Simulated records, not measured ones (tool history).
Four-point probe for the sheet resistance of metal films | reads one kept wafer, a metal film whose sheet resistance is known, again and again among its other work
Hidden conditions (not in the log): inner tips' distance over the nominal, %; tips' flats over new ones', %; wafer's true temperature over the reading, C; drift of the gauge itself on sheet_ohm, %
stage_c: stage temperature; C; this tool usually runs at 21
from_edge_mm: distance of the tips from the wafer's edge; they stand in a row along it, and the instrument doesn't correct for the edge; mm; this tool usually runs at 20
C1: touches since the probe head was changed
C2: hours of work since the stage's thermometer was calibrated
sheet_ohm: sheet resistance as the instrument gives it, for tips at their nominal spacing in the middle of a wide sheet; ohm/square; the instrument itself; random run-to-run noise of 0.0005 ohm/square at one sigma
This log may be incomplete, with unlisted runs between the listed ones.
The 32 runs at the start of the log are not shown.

{"run": 33, "hour": 1181.7, "stage_c": 23, "from_edge_mm": 42, "C1": 66290, "C2": 210, "sheet_ohm": 2.498426}
{"run": 34, "hour": 1218.0, "stage_c": 35, "from_edge_mm": 21, "C1": 67232, "C2": 228, "sheet_ohm": 2.506797}
{"run": 35, "hour": 1261.2, "stage_c": 21, "from_edge_mm": 12, "C1": 68354, "C2": 249, "sheet_ohm": 2.500306}
{"run": 36, "hour": 1303.2, "stage_c": 21, "from_edge_mm": 12, "C1": 69446, "C2": 270, "sheet_ohm": 2.500846}
{"run": 37, "hour": 1347.5, "stage_c": 18, "from_edge_mm": 12, "C1": 70596, "C2": 291, "sheet_ohm": 2.499787}
{"run": 38, "hour": 1370.8, "stage_c": 18, "from_edge_mm": 7, "C1": 71203, "C2": 303, "sheet_ohm": 2.507279}
{"run": 39, "hour": 1406.4, "stage_c": 20, "from_edge_mm": 20, "C1": 72126, "C2": 320, "sheet_ohm": 2.498272}
{"run": 40, "hour": 1436.7, "stage_c": 20, "from_edge_mm": 74, "C1": 72916, "C2": 335, "sheet_ohm": 2.497365}
{"run": 41, "hour": 1472.5, "stage_c": 18, "from_edge_mm": 8, "C1": 73845, "C2": 353, "sheet_ohm": 2.505215}

Each row is a separate what-if for the run after 41, all from the same tool condition, not one after another. Results?
{"run": "A", "hour": 1497.4, "stage_c": 18, "from_edge_mm": 13, "C1": 74492, "C2": 365, "sheet_ohm": "?"}
{"run": "B", "hour": 1497.4, "stage_c": 20, "from_edge_mm": 16, "C1": 74492, "C2": 365, "sheet_ohm": "?"}
{"run": "C", "hour": 1497.4, "stage_c": 28, "from_edge_mm": 20, "C1": 74492, "C2": 365, "sheet_ohm": "?"}
{"run": "D", "hour": 1497.4, "stage_c": 27, "from_edge_mm": 20, "C1": 74492, "C2": 365, "sheet_ohm": "?"}

run=A sheet_ohm=2.498856
run=B sheet_ohm=2.500358
run=C sheet_ohm=2.503066
run=D sheet_ohm=2.503506
Stripped of hidden state, with their random variation kept, the same runs would have yielded:
run=A sheet_ohm=2.478260
run=B sheet_ohm=2.479752
run=C sheet_ohm=2.482455
run=D sheet_ohm=2.482889
